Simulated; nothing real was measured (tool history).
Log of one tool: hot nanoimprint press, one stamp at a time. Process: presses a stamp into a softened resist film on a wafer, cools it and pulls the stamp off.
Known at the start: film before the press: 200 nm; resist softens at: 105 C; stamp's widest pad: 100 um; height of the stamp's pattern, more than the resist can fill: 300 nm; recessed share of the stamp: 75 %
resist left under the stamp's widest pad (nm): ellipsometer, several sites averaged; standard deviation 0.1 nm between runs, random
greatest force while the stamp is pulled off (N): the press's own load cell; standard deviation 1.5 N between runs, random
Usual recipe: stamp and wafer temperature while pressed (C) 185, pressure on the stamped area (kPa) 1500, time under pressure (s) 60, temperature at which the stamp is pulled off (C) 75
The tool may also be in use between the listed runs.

run,hour,stamp and wafer temperature while pressed (C),pressure on the stamped area (kPa),time under pressure (s),temperature at which the stamp is pulled off (C),resist left under the stamp's widest pad (nm),greatest force while the stamp is pulled off (N)
1,0,185,1500,60,75,87.86,172
2,25.3,185,2320,60,75,72.03,169
3,66.9,185,2320,60,75,71.95,168
4,96.5,185,1500,60,80,88.01,159
5,116.7,195,1500,60,80,56.03,158
6,164,195,1500,41,80,66.02,159
7,200.5,195,1500,41,80,66.17,161
8,247.9,185,1500,64,75,85.98,167
9,269.3,185,1500,60,65,88.33,181
10,322.9,185,1500,60,65,88.39,183
11,352.2,185,1500,60,65,88.22,180
12,402.3,185,1500,60,65,88.42,183
13,428.3,185,1500,60,65,88.5,181
14,475.1,185,1500,60,72,88.46,171
15,497.5,185,1500,60,63,88.57,187
16,520.4,185,1500,60,63,88.55,189
17,556.5,185,1910,60,82,79.58,156
18,580.8,185,1910,60,82,79.64,159
19,601.6,195,1550,60,61,55.46,187
20,648.2,193,970,60,61,76.2,187
21,698,193,970,60,61,76.32,189
22,731.9,177,1610,60,61,121.84,186
23,776.1,173,1360,72,73,139.59,170
24,803.5,185,1500,34,68,108.34,179
25,839.8,185,1500,34,68,108.38,177
26,882.8,177,1500,69,62,118.12,188
27,927.5,185,1500,69,75,83.41,168
28,971.1,185,1500,47,75,96.77,167
29,997.6,185,1500,47,75,96.87,171

Withheld: 8 entries from between the runs. Position of each, and hidden state at the listed run before versus the listed run after:
Run 2 -> run 3: plate thermocouple calibrated (hour 45.9); stamp cleaned and given a new release coat (hour 51.9)
  true temperature over the reading, C: 0.02 -> 0; pressure that arrives at the usual setting, %: 99.99 -> 99.98; grip of the stamp's worn release coat, % over a new coat's: 0.3 -> 0; drift of the gauge itself on residual_nm, %: 0.04 -> 0.1
  what was measured, less what the result would be without the hidden state, resist left under the stamp's widest pad (nm): -0.03 -> +0.09
Run 9 -> run 10: stamp cleaned and given a new release coat (hour 294.9)
  grip of the stamp's worn release coat, % over a new coat's: 0.3 -> 0; drift of the gauge itself on residual_nm, %: 0.46 -> 0.54
  what was measured, less what the result would be without the hidden state, resist left under the stamp's widest pad (nm): +0.39 -> +0.46
Run 13 -> run 14: plate thermocouple calibrated (hour 443.9)
  true temperature over the reading, C: 0.01 -> 0; pressure that arrives at the usual setting, %: 99.95 -> 99.94; drift of the gauge itself on residual_nm, %: 0.72 -> 0.8
  what was measured, less what the result would be without the hidden state, resist left under the stamp's widest pad (nm): +0.61 -> +0.73
Run 16 -> run 17: stamp cleaned and given a new release coat (hour 541.6)
  pressure that arrives at the usual setting, %: 99.94 -> 99.93; grip of the stamp's worn release coat, % over a new coat's: 0.3 -> 0; drift of the gauge itself on residual_nm, %: 0.88 -> 0.93
  what was measured, less what the result would be without the hidden state, resist left under the stamp's widest pad (nm): +0.79 -> +0.76
Run 22 -> run 23: gauge calibrated (hour 738.4)
  pressure that arrives at the usual setting, %: 99.92 -> 99.91; drift of the gauge itself on residual_nm, %: 1.24 -> 0.07
  what was measured, less what the result would be without the hidden state, resist left under the stamp's widest pad (nm): +1.5 -> +0.08
Run 23 -> run 24: stamp cleaned and given a new release coat (hour 785.5)
  grip of the stamp's worn release coat, % over a new coat's: 0.3 -> 0; drift of the gauge itself on residual_nm, %: 0.07 -> 0.1
  what was measured, less what the result would be without the hidden state, resist left under the stamp's widest pad (nm): +0.08 -> +0.11
Run 24 -> run 25: plate thermocouple calibrated (hour 839.8)
  true temperature over the reading, C: 0.01 -> 0; grip of the stamp's worn release coat, % over a new coat's: 0 -> 0.1; drift of the gauge itself on residual_nm, %: 0.1 -> 0.16
  what was measured, less what the result would be without the hidden state, resist left under the stamp's widest pad (nm): +0.11 -> +0.22
